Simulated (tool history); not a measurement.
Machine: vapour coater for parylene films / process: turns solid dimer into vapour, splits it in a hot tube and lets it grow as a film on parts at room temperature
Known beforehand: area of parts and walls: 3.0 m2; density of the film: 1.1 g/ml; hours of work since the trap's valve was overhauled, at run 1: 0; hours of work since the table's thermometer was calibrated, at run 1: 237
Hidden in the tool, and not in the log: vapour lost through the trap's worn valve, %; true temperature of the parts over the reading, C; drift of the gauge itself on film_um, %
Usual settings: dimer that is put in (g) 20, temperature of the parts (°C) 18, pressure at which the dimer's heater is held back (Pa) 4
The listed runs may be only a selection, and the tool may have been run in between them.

run    hour  dimer that is put in (g)  temperature of the parts (°C)  pressure at which the dimer's heater is held back (Pa)  hours of work since the trap's valve was overhauled  hours of work since the table's thermometer was calibrated  thickness of the film (µm)
  1       0                        20                             18                                                       4                                                    0                                                         237                        3.08
  2    55.6                        20                             18                                                       4                                                   40                                                         277                        3.05
  3   103.3                        20                             18                                                       4                                                   74                                                         312                        3.08
  4   141.4                        31                             18                                                       4                                                  102                                                         339                        4.66
  5   197.6                        13                             18                                                       4                                                  142                                                         379                        2.01
  6   273.7                        13                             18                                                       4                                                  197                                                         434                        1.96
  7   317.8                        20                             18                                                       4                                                  228                                                         466                        3.06
  8   390.3                        20                             18                                                   11.42                                                  280                                                         518                        2.59
  9   448.2                        20                             22                                                       4                                                  322                                                         559                        2.63
      491.7  -- trap's valve overhauled
 10   491.7                        20                             22                                                       4                                                    0                                                         588                        2.64
 11   539.6                        20                             22                                                       4                                                   34                                                         622                        2.63
 12   604.3                        20                             18                                                       4                                                   81                                                         669                        3.02
 13   647.2                        20                             11                                                       4                                                  112                                                         699                        4.02
 14   693.1                        20                             11                                                       4                                                  145                                                         732                         4.1
 15   757.7                        25                             10                                                    9.48                                                  191                                                         779                        4.61
 16   811.8                        11                             21                                                    5.77                                                  230                                                         818                        1.33
 17   877.2                        11                             21                                                    5.77                                                  277                                                         865                        1.44
 18   932.7                        20                             18                                                       4                                                  317                                                         904                        3.06
      981.2  -- trap's valve overhauled
        988  -- table's thermometer calibrated
 19  1003.1                        20                             18                                                       4                                                   15                                                          11                        3.04
 20  1045.5                        20                             18                                                       4                                                   45                                                          41                        3.03
 21  1123.2                        20                             18                                                       4                                                  101                                                          97                        3.06
 22  1170.4                        20                             18                                                       4                                                  135                                                         131                         3.1
 23  1218.8                        17                             19                                                    4.56                                                  170                                                         166                        2.47
 24  1291.2                        20                             13                                                    2.31                                                  222                                                         218                        4.17
 25  1357.9                        20                             15                                                    5.19                                                  270                                                         266                        3.33
 26  1433.2                        20                             18                                                    7.06                                                  324                                                         320                        2.78
       1475  -- trap's valve overhauled
 27  1483.2                        20                             18                                                    7.06                                                    6                                                         353                        2.79

Describe how what the log doesn't record of the tool's condition differs between the last listed run preceding each entry between runs and the first listed run following it.
Between runs 9 and 10: trap's valve overhauled (hour 491.7)
  vapour lost through the trap's worn valve, %: 0.3 -> 0
Between runs 18 and 19: trap's valve overhauled (hour 981.2); table's thermometer calibrated (hour 988)
  vapour lost through the trap's worn valve, %: 0.3 -> 0; true temperature of the parts over the reading, C: -0.01 -> 0
Between runs 26 and 27: trap's valve overhauled (hour 1475)
  vapour lost through the trap's worn valve, %: 0.3 -> 0

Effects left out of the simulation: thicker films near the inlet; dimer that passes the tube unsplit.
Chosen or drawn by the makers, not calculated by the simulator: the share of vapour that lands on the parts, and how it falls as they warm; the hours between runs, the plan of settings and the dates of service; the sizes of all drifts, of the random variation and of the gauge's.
